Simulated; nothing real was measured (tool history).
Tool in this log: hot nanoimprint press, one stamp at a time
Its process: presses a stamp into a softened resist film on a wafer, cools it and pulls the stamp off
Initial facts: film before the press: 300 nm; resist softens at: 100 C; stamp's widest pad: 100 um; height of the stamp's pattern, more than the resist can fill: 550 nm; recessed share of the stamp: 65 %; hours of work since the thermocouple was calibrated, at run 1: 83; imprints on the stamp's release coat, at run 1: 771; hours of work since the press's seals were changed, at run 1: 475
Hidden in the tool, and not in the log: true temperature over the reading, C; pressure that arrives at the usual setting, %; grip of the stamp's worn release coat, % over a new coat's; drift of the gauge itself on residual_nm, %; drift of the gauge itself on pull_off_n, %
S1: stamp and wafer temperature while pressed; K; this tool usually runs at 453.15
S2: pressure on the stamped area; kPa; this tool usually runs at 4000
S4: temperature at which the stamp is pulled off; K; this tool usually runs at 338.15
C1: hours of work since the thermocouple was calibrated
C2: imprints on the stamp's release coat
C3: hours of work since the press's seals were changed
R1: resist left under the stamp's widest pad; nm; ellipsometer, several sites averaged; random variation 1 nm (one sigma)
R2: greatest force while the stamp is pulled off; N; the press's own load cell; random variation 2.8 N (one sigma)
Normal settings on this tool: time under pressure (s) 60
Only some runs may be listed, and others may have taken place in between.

{"run": 1, "hour": 0.0, "S1": 453.15, "S2": 4000, "time under pressure (s)": 60, "S4": 338.15, "C1": 83, "C2": 771, "C3": 475, "R1": 153.3, "R2": 154}
{"run": 2, "hour": 33.0, "S1": 453.15, "S2": 4000, "time under pressure (s)": 60, "S4": 338.15, "C1": 109, "C2": 942, "C3": 501, "R1": 152.5, "R2": 156}
{"run": 3, "hour": 58.4, "S1": 453.15, "S2": 4000, "time under pressure (s)": 60, "S4": 338.15, "C1": 128, "C2": 1074, "C3": 521, "R1": 153.9, "R2": 161}
{"hour": 73.5, "done": "stamp cleaned and given a new release coat"}
{"run": 4, "hour": 85.1, "S1": 453.15, "S2": 4000, "time under pressure (s)": 60, "S4": 338.15, "C1": 145, "C2": 60, "C3": 537, "R1": 155.0, "R2": 136}
{"run": 5, "hour": 103.9, "S1": 453.15, "S2": 4000, "time under pressure (s)": 48, "S4": 338.15, "C1": 159, "C2": 157, "C3": 551, "R1": 164.3, "R2": 140}
{"run": 6, "hour": 121.7, "S1": 453.15, "S2": 4000, "time under pressure (s)": 48, "S4": 338.15, "C1": 173, "C2": 250, "C3": 565, "R1": 167.7, "R2": 135}
{"run": 7, "hour": 158.7, "S1": 453.15, "S2": 4000, "time under pressure (s)": 86, "S4": 338.15, "C1": 202, "C2": 442, "C3": 594, "R1": 136.9, "R2": 150}
{"run": 8, "hour": 185.2, "S1": 453.15, "S2": 4000, "time under pressure (s)": 60, "S4": 346.15, "C1": 223, "C2": 579, "C3": 615, "R1": 154.3, "R2": 121}
{"run": 9, "hour": 210.4, "S1": 453.15, "S2": 4000, "time under pressure (s)": 60, "S4": 346.15, "C1": 242, "C2": 710, "C3": 635, "R1": 156.1, "R2": 122}
{"run": 10, "hour": 225.5, "S1": 453.15, "S2": 4000, "time under pressure (s)": 60, "S4": 346.15, "C1": 254, "C2": 788, "C3": 646, "R1": 157.8, "R2": 124}
{"run": 11, "hour": 255.7, "S1": 453.15, "S2": 4000, "time under pressure (s)": 60, "S4": 338.15, "C1": 278, "C2": 945, "C3": 670, "R1": 156.5, "R2": 160}
{"run": 12, "hour": 283.4, "S1": 453.15, "S2": 4000, "time under pressure (s)": 60, "S4": 338.15, "C1": 299, "C2": 1088, "C3": 692, "R1": 157.0, "R2": 159}
{"hour": 295.0, "done": "stamp cleaned and given a new release coat"}
{"run": 13, "hour": 315.7, "S1": 453.15, "S2": 4000, "time under pressure (s)": 60, "S4": 338.15, "C1": 320, "C2": 107, "C3": 712, "R1": 157.7, "R2": 139}
{"hour": 341.5, "done": "plate thermocouple calibrated"}
{"run": 14, "hour": 343.9, "S1": 453.15, "S2": 4000, "time under pressure (s)": 60, "S4": 338.15, "C1": 2, "C2": 238, "C3": 732, "R1": 152.3, "R2": 133}
{"run": 15, "hour": 375.0, "S1": 453.15, "S2": 4000, "time under pressure (s)": 60, "S4": 338.15, "C1": 26, "C2": 398, "C3": 756, "R1": 152.4, "R2": 141}
{"run": 16, "hour": 408.2, "S1": 453.15, "S2": 4000, "time under pressure (s)": 60, "S4": 338.15, "C1": 52, "C2": 571, "C3": 782, "R1": 152.7, "R2": 145}

Run 17 comes next. What will it give?
{"run": 17, "hour": 442.3, "S1": 453.15, "S2": 4000, "time under pressure (s)": 60, "S4": 338.15, "C1": 79, "C2": 748, "C3": 809, "R1": "?", "R2": "?"}

Run 17 measured R1 156.0 nm, R2 155 N.
The same run, on a tool lacking any hidden state, would have yielded R1 151.3 nm, R2 134 N.
